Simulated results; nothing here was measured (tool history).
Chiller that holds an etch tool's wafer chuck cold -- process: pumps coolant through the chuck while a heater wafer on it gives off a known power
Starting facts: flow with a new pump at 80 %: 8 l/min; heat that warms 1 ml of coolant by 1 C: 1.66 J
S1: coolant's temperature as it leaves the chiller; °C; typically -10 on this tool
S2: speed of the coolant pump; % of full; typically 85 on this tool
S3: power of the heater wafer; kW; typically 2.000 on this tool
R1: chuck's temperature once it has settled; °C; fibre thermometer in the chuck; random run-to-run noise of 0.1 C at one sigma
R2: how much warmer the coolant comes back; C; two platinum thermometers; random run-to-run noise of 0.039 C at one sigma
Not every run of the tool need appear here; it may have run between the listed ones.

run     day   S1  S2     S3    R1     R2
  1   0.000  -10  85  2.000   4.7   9.23
  2   2.000  -10  85  2.000   4.8   9.17
  3   4.196  -10  85  2.000   4.8   9.13
  4   7.329  -15  85  2.000  -0.3   9.21
  5   9.542  -15  85  2.000  -0.2   9.30
  6  12.546  -15  85  2.000  -0.3   9.27
  7  15.392  -10  85  2.000   5.0   9.23
  8  18.346   -4  85  2.000  10.9   9.18
  9  21.725  -10  85  2.000   5.1   9.29
 10  25.792  -10  85  2.000   4.8   9.33
 11  28.533  -10  85  2.000   5.1   9.29
 12  32.917  -10  85  2.000   5.0   9.29
 13  35.058  -10  85  2.000   5.1   9.32
 14  37.954  -10  68  2.000   8.2  11.92
 15  40.154  -10  85  2.000   5.2   9.32
 16  44.662  -10  85  2.000   5.3   9.35
 17  47.412  -10  85  2.000   5.2   9.46
 18  49.417  -10  62  1.948   9.2  12.96
 19  53.133  -10  66  1.009  -0.8   6.29
 20  57.354  -10  66  1.009  -0.6   6.26
 21  59.358  -10  66  1.009  -0.6   6.34
 22  63.129  -10  66  1.009  -0.6   6.25
 23  65.158   -9  79  1.009  -0.7   5.21
 24  67.854  -10  89  1.359   0.0   6.16
 25  70.800  -16  97  1.650  -4.5   6.83
 26  75.204  -15  93  1.126  -7.0   4.86
 27  78.275  -16  85  2.000  -0.4   9.62
 28  80.838  -10  85  2.000   5.5   9.60
 29  84.858  -15  62  2.461  10.1  16.75
 30  87.604  -11  62  1.055  -0.4   7.25

Each row is a separate what-if for the run after 30, all from the same tool condition, not one after another. Results?
     90.046  -- coolant pump overhauled
  A  90.154   -3  92  1.260   ?   ?
     90.046  -- coolant pump overhauled
  B  90.154    0  75  1.055   ?   ?
     90.046  -- coolant pump overhauled
  C  90.154  -10  78  2.000   ?   ?
     90.046  -- coolant pump overhauled
  D  90.154   -2  81  2.178   ?   ?

run    R1    R2
  A   5.2  4.82
  B   8.2  5.11
  C   5.2  9.19
  D  14.2  9.78
The same runs, with their run-to-run variation unchanged, on a tool lacking any hidden condition would have given:
run    R1    R2
  A   5.0  4.82
  B   8.0  5.11
  C   4.6  9.20
  D  13.6  9.79
